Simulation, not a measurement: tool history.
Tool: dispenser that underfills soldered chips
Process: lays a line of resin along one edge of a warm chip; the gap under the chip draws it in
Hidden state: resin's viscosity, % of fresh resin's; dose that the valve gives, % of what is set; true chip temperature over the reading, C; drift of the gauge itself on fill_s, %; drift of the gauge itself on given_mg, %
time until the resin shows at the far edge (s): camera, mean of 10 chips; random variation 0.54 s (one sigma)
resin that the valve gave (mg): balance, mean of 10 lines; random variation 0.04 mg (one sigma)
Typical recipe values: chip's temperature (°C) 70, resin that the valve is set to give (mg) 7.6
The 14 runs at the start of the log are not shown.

run   hour  chip's temperature (°C)  resin that the valve is set to give (mg)  hours of work since the syringe was changed  hours of work since the valve was cleaned  hours of work since the stage was calibrated  time until the resin shows at the far edge (s)  resin that the valve gave (mg)
     160.1  -- new syringe of resin
 15  162.1                       67                                       7.6                                            1                                          8                                           399                                            57.3                            7.53
     168.2  -- new syringe of resin
 16  169.3                       67                                       7.6                                            1                                         13                                           404                                            53.5                            7.53
     175.9  -- new syringe of resin
     183.5  -- new syringe of resin
 17  183.5                       67                                       7.6                                            0                                         22                                           414                                            52.3                            7.39
     191.6  -- new syringe of resin
 18  192.6                       76                                      7.06                                            1                                         29                                           420                                              39                            6.92
     199.2  -- new syringe of resin
 19  199.2                       76                                      7.06                                            0                                         33                                           425                                            37.9                            6.83
     207.2  -- new syringe of resin
 20    214                       76                                      7.68                                            5                                         43                                           435                                            48.3                            7.39
     215.6  -- new syringe of resin
 21  220.8                       74                                      9.66                                            4                                         48                                           439                                            47.5                            9.18
     223.8  -- new syringe of resin
 22  227.2                       74                                      9.32                                            2                                         52                                           444                                            45.6                            8.88
     231.9  -- new syringe of resin
 23  238.2                       75                                      9.18                                            4                                         60                                           451                                            47.7                            8.71
     239.5  -- new syringe of resin
     247.2  -- new syringe of resin
 24  251.3                       57                                      9.73                                            3                                         69                                           460                                            93.8                            9.15
     255.6  -- new syringe of resin
     263.2  -- new syringe of resin
 25  264.8                       62                                      9.77                                            1                                         78                                           469                                            69.7                            9.05
       271  -- new syringe of resin
 26  276.5                       66                                      7.65                                            4                                         86                                           477                                            71.3                            7.07
     279.2  -- new syringe of resin
     287.1  -- new syringe of resin
 27  289.1                       66                                      7.65                                            1                                         94                                           486                                            61.6                            7.04
     294.9  -- new syringe of resin
 28  296.1                       66                                      7.65                                            1                                         99                                           490                                            59.8                            6.93
       302  -- dispensing valve cleaned and set on the balance
     303.6  -- new syringe of resin
     311.2  -- new syringe of resin
 29  311.2                       70                                      7.33                                            0                                          6                                           500                                            47.3                            7.32
     318.8  -- new syringe of resin
 30  323.9                       70                                      7.33                                            4                                         15                                           509                                            59.4                            7.18
     326.6  -- new syringe of resin
 31  332.9                       70                                      7.33                                            4                                         21                                           515                                            61.1                            7.17
     334.2  -- new syringe of resin
     341.7  -- new syringe of resin
 32  348.1                       73                                      7.98                                            4                                         31                                           525                                            53.9                            7.88
     349.2  -- new syringe of resin
     355.9  -- stage's temperature calibrated
     358.7  -- new syringe of resin
 33  360.5                       59                                      8.69                                            1                                         39                                             3                                              76                             8.4

4 options for the next run, each taken on its own from the tool as it stands now. Forecast them:
     366.9  -- new syringe of resin
  A  368.6                       84                                       7.6                                            1                                         44                                             9                                               ?                               ?
     366.9  -- new syringe of resin
  B  368.6                       78                                       8.9                                            1                                         44                                             9                                               ?                               ?
     366.9  -- new syringe of resin
  C  368.6                       66                                      8.17                                            1                                         44                                             9                                               ?                               ?
     366.9  -- new syringe of resin
  D  368.6                       62                                      7.53                                            1                                         44                                             9                                               ?                               ?

run  time until the resin shows at the far edge (s)  resin that the valve gave (mg)
  A                                            28.4                             7.4
  B                                            33.5                            8.54
  C                                            58.1                            7.81
  D                                              67                            7.25
Without the tool's unlogged condition, the same runs would have read:
run  time until the resin shows at the far edge (s)  resin that the valve gave (mg)
  A                                            26.4                            7.67
  B                                            31.2                            8.86
  C                                              54                             8.1
  D                                            62.1                            7.52
